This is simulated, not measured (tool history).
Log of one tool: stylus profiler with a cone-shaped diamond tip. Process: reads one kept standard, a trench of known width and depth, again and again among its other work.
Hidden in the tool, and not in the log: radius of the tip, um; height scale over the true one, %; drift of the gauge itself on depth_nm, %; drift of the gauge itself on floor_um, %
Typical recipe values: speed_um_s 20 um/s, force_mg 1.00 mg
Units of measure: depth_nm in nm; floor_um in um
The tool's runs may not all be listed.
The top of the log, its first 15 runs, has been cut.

run	hour	speed_um_s	force_mg	scans with this tip	hours of work since the height scale was calibrated	depth_nm	floor_um
16	528.0	7	1.00	2155	470	100.72	97.76
17	549.5	7	1.00	2207	482	100.81	97.78
18	585.5	7	1.00	2294	501	100.73	97.79
19	618.2	7	1.00	2373	518	100.70	97.73
20	644.2	7	1.00	2435	531	100.73	97.71
21	687.6	7	1.00	2540	554	100.75	97.72
22	729.0	7	1.00	2640	576	100.70	97.76
23	765.8	7	1.00	2729	595	100.72	97.73
24	803.4	8	0.75	2819	615	100.51	97.76
25	831.5	8	0.75	2887	630	100.56	97.72
26	865.1	11	2.13	2968	648	101.26	97.76
27	908.4	11	2.13	3072	670	101.36	97.75
28	944.3	11	2.13	3159	689	101.28	97.67
29	986.7	11	1.19	3261	712	100.77	97.65
30	1024.8	24	0.99	3353	732	100.68	97.60
31	1061.3	24	0.99	3441	751	100.62	97.61

Predict the results of run 32:
32	1088.2	24	0.99	3506	765	?	?

{"run 32": {"depth_nm": 100.69, "floor_um": 97.65}}
Had the tool carried no hidden state, the very same run would have given depth_nm 100.95 nm, floor_um 97.97 um.
